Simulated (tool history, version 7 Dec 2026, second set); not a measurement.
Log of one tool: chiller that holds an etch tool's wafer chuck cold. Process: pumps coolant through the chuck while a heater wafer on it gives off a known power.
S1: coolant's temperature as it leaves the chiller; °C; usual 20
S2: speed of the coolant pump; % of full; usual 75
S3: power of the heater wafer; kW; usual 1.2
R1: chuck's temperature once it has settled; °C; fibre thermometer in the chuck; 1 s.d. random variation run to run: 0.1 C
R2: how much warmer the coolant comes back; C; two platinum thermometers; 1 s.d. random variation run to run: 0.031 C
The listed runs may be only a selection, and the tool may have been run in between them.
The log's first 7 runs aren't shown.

Run 8, hour 953: usual settings but S1 13 °C. Result: R1 21.2 °C, R2 3.04 C.
At hour 1036.5: coolant pump overhauled.
Run 9, hour 1144.6: usual settings but S1 13 °C. Result: R1 21.1 °C, R2 3.02 C.
Run 10, hour 1246.7: usual settings but S1 13 °C. Result: R1 21.2 °C, R2 3.04 C.
At hour 1354: chiller's thermometer calibrated.
Run 11, hour 1423.3: usual settings. Result: R1 28 °C, R2 3.08 C.
Run 12, hour 1581.6: usual settings. Result: R1 27.9 °C, R2 3.03 C.
Run 13, hour 1696.2: usual settings but S2 76 % of full. Result: R1 28.2 °C, R2 3.02 C.
Run 14, hour 1890.9: usual settings but S2 76 % of full. Result: R1 28.1 °C, R2 3.06 C.
Run 15, hour 2037.7: usual settings but S2 76 % of full. Result: R1 28 °C, R2 3.02 C.
Run 16, hour 2215.8: usual settings but S2 76 % of full. Result: R1 28 °C, R2 3.06 C.
Run 17, hour 2350.1: usual settings but S2 76 % of full. Result: R1 28.1 °C, R2 3.08 C.
Run 18, hour 2540: usual settings but S1 29 °C, S2 95 % of full, S3 1.048 kW. Result: R1 34.8 °C, R2 2.16 C.
Run 19, hour 2676.4: usual settings but S2 73 % of full. Result: R1 28.4 °C, R2 3.18 C.
Run 20, hour 2835.8: usual settings but S2 73 % of full. Result: R1 28.4 °C, R2 3.15 C.
Run 21, hour 3005: usual settings but S2 73 % of full, S3 1.291 kW. Result: R1 29 °C, R2 3.45 C.
Run 22, hour 3099: usual settings but S2 73 % of full, S3 1.291 kW. Result: R1 29 °C, R2 3.41 C.
Run 23, hour 3242.5: usual settings but S1 14 °C, S2 87 % of full, S3 1.614 kW. Result: R1 23.7 °C, R2 3.63 C.
Run 24, hour 3421.7: usual settings but S1 12 °C, S2 87 % of full, S3 1.773 kW. Result: R1 22.7 °C, R2 3.88 C.
Run 25, hour 3579.7: usual settings but S1 12 °C, S2 87 % of full, S3 1.773 kW. Result: R1 22.5 °C, R2 3.96 C.
At hour 3692: chiller's thermometer calibrated.
Run 26, hour 3753: usual settings but S1 11 °C, S2 91 % of full, S3 1.773 kW. Result: R1 21.2 °C, R2 3.8 C.
Run 27, hour 3884.1: usual settings but S1 18 °C, S2 89 % of full, S3 1.009 kW. Result: R1 23.7 °C, R2 2.27 C.
Run 28, hour 4019.5: usual settings but S1 18 °C, S2 89 % of full, S3 1.009 kW. Result: R1 24 °C, R2 2.3 C.
Run 29, hour 4171.9: usual settings but S1 15 °C, S2 60 % of full, S3 1.345 kW. Result: R1 26 °C, R2 4.4 C.
Run 30, hour 4326.2: usual settings but S3 0.891 kW. Result: R1 26.3 °C, R2 2.42 C.
Run 31, hour 4474.4: usual settings but S1 23 °C. Result: R1 31.3 °C, R2 3.16 C.
Run 32, hour 4590.1: usual settings but S1 23 °C. Result: R1 31.2 °C, R2 3.2 C.

Each row is a separate what-if for the run after 32, all from the same tool condition, not one after another. Results?
Run A, hour 4705.4: usual settings but S1 23 °C, S3 0.711 kW. Result: R1 ?, R2 ?.
Run B, hour 4705.4: usual settings but S1 13 °C. Result: R1 ?, R2 ?.
Run C, hour 4705.4: usual settings but S1 10 °C, S3 1.709 kW. Result: R1 ?, R2 ?.

run    R1    R2
  A  27.8  1.98
  B    21  3.21
  C  21.6  4.44
Without the tool's unlogged condition, the same runs would have read:
run    R1    R2
  A  27.8   1.8
  B    21  3.04
  C  21.6  4.26

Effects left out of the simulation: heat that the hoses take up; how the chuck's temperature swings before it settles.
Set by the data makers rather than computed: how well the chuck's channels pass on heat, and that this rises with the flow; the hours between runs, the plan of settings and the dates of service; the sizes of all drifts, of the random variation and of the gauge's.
